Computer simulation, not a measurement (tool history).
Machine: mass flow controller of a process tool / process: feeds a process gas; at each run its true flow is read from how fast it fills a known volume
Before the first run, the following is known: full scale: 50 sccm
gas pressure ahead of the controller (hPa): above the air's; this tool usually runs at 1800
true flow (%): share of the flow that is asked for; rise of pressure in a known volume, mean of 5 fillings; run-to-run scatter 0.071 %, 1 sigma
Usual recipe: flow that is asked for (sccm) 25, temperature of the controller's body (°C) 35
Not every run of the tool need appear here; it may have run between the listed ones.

run    hour  flow that is asked for (sccm)  gas pressure ahead of the controller (hPa)  temperature of the controller's body (°C)  true flow (%)
  1       0                             25                                        1800                                         35         100.11
  2   344.6                             25                                        1800                                         35         100.09
  3   612.7                             25                                        1800                                         35         100.23
  4   857.1                             25                                        1800                                         35         100.16
  5  1099.2                             15                                        1800                                         35          99.89
  6  1454.1                             15                                        1800                                         35         100.03
  7  1902.7                             15                                        1800                                         35          99.93
  8  2162.4                              6                                        1800                                         35          99.85
  9  2540.2                              6                                        1800                                         35          99.97
 10  2902.8                              6                                        1800                                         35          99.95
 11  3332.8                             25                                        1800                                         35         100.91
 12  3684.7                             25                                        1800                                         35         100.88
 13  3919.4                             25                                        1800                                         29         100.45
 14  4141.3                             25                                        1800                                         35         100.95
 15  4594.1                             25                                        1440                                         35          101.4
 16    5123                             25                                        1440                                         35         101.57
 17  5381.6                             25                                        1800                                         35         101.21
 18  5752.8                             25                                        1800                                         35         101.37

Run 19, settings as shown, results not yet in. Your forecast:
     5794.6  -- gauge calibrated
 19  6126.7                             25                                        1800                                         35              ?

Run 19 gave true flow (%) 100.2.
With no hidden state in the tool, this same run would have given true flow (%) 100.13.

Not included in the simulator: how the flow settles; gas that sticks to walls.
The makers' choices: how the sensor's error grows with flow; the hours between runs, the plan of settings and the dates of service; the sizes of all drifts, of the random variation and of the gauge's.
